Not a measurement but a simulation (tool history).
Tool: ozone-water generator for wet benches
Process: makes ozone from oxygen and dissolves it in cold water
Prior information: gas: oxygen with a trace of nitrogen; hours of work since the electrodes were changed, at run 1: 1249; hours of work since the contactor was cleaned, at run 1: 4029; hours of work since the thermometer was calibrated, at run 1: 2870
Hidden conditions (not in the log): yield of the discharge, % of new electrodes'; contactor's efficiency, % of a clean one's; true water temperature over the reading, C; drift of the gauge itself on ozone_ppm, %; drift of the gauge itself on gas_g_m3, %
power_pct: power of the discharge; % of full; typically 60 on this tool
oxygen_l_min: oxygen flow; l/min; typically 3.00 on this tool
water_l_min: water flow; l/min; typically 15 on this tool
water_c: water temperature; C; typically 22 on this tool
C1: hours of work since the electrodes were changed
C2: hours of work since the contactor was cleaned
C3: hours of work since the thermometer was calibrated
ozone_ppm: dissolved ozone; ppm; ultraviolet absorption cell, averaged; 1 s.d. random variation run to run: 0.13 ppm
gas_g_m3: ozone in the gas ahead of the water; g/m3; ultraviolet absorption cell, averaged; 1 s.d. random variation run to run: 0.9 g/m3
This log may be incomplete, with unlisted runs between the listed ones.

Run 1, hour 0.0: usual settings; C1 1249; C2 4029; C3 2870. Result: ozone_ppm 12.7 ppm, gas_g_m3 143.7 g/m3.
Run 2, hour 31.7: usual settings but oxygen_l_min 2.05 l/min; C1 1278; C2 4058; C3 2899. Result: ozone_ppm 12.8 ppm, gas_g_m3 186.8 g/m3.
Run 3, hour 61.9: usual settings but oxygen_l_min 2.05 l/min; C1 1305; C2 4085; C3 2926. Result: ozone_ppm 12.9 ppm, gas_g_m3 186.4 g/m3.
Run 4, hour 83.5: usual settings but oxygen_l_min 2.05 l/min; C1 1325; C2 4105; C3 2946. Result: ozone_ppm 12.9 ppm, gas_g_m3 184.6 g/m3.
Run 5, hour 105.3: usual settings but oxygen_l_min 2.05 l/min; C1 1345; C2 4125; C3 2966. Result: ozone_ppm 13.1 ppm, gas_g_m3 185.4 g/m3.
Run 6, hour 130.8: usual settings but oxygen_l_min 2.05 l/min; C1 1368; C2 4148; C3 2989. Result: ozone_ppm 13.1 ppm, gas_g_m3 186.8 g/m3.
Run 7, hour 172.2: usual settings but power_pct 84 % of full; C1 1405; C2 4186; C3 3026. Result: ozone_ppm 14.8 ppm, gas_g_m3 168.9 g/m3.
Run 8, hour 205.5: usual settings but oxygen_l_min 3.06 l/min; C1 1435; C2 4216; C3 3056. Result: ozone_ppm 12.7 ppm, gas_g_m3 141.0 g/m3.
At hour 213.1: contactor cleaned.
Run 9, hour 239.4: usual settings but oxygen_l_min 3.06 l/min; C1 1463; C2 24; C3 3084. Result: ozone_ppm 12.5 ppm, gas_g_m3 140.7 g/m3.
Run 10, hour 259.8: usual settings but power_pct 79 % of full, oxygen_l_min 1.94 l/min, water_c 20 C; C1 1481; C2 42; C3 3102. Result: ozone_ppm 14.7 ppm, gas_g_m3 221.7 g/m3.
Run 11, hour 296.2: usual settings but power_pct 77 % of full, oxygen_l_min 3.63 l/min, water_l_min 12 l/min, water_c 29 C; C1 1514; C2 75; C3 3135. Result: ozone_ppm 14.7 ppm, gas_g_m3 140.3 g/m3.
At hour 334.9: contactor cleaned, once more.
Run 12, hour 341.1: usual settings but oxygen_l_min 2.40 l/min, water_l_min 22 l/min, water_c 30 C; C1 1551; C2 6; C3 3172. Result: ozone_ppm 8.6 ppm, gas_g_m3 166.3 g/m3.
Run 13, hour 364.8: usual settings but oxygen_l_min 2.40 l/min, water_l_min 22 l/min, water_c 30 C; C1 1573; C2 27; C3 3194. Result: ozone_ppm 8.6 ppm, gas_g_m3 167.3 g/m3.
Run 14, hour 389.9: usual settings but power_pct 86 % of full, oxygen_l_min 3.39 l/min, water_l_min 12 l/min, water_c 19 C; C1 1596; C2 50; C3 3217. Result: ozone_ppm 19.2 ppm, gas_g_m3 154.8 g/m3.
Run 15, hour 411.5: usual settings but power_pct 51 % of full, oxygen_l_min 2.37 l/min, water_l_min 21 l/min, water_c 20 C; C1 1615; C2 70; C3 3236. Result: ozone_ppm 9.2 ppm, gas_g_m3 154.8 g/m3.
Run 16, hour 446.2: usual settings but power_pct 51 % of full, oxygen_l_min 1.90 l/min, water_l_min 21 l/min, water_c 27 C; C1 1647; C2 101; C3 3268. Result: ozone_ppm 8.5 ppm, gas_g_m3 180.0 g/m3.
Run 17, hour 466.1: usual settings but power_pct 51 % of full, oxygen_l_min 1.77 l/min, water_l_min 20 l/min, water_c 20 C; C1 1665; C2 119; C3 3286. Result: ozone_ppm 9.6 ppm, gas_g_m3 191.1 g/m3.

Predict each of these 3 candidate next runs independently; none follows another, all start after run 17:
Run A, hour 485.7: usual settings but power_pct 73 % of full, oxygen_l_min 1.77 l/min, water_l_min 20 l/min, water_c 20 C; C1 1682; C2 137; C3 3303. Result: ozone_ppm ?, gas_g_m3 ?.
Run B, hour 485.7: usual settings but oxygen_l_min 1.55 l/min; C1 1682; C2 137; C3 3303. Result: ozone_ppm ?, gas_g_m3 ?.
Run C, hour 485.7: usual settings but power_pct 59 % of full, water_l_min 16 l/min; C1 1682; C2 137; C3 3303. Result: ozone_ppm ?, gas_g_m3 ?.

run  ozone_ppm  gas_g_m3
  A       11.0     226.0
  B       13.5     225.7
  C       12.3     140.6
Take away the tool's hidden state, keep each run's random variation, and the runs would have read:
run  ozone_ppm  gas_g_m3
  A       11.7     238.4
  B       14.3     236.8
  C       13.0     147.5
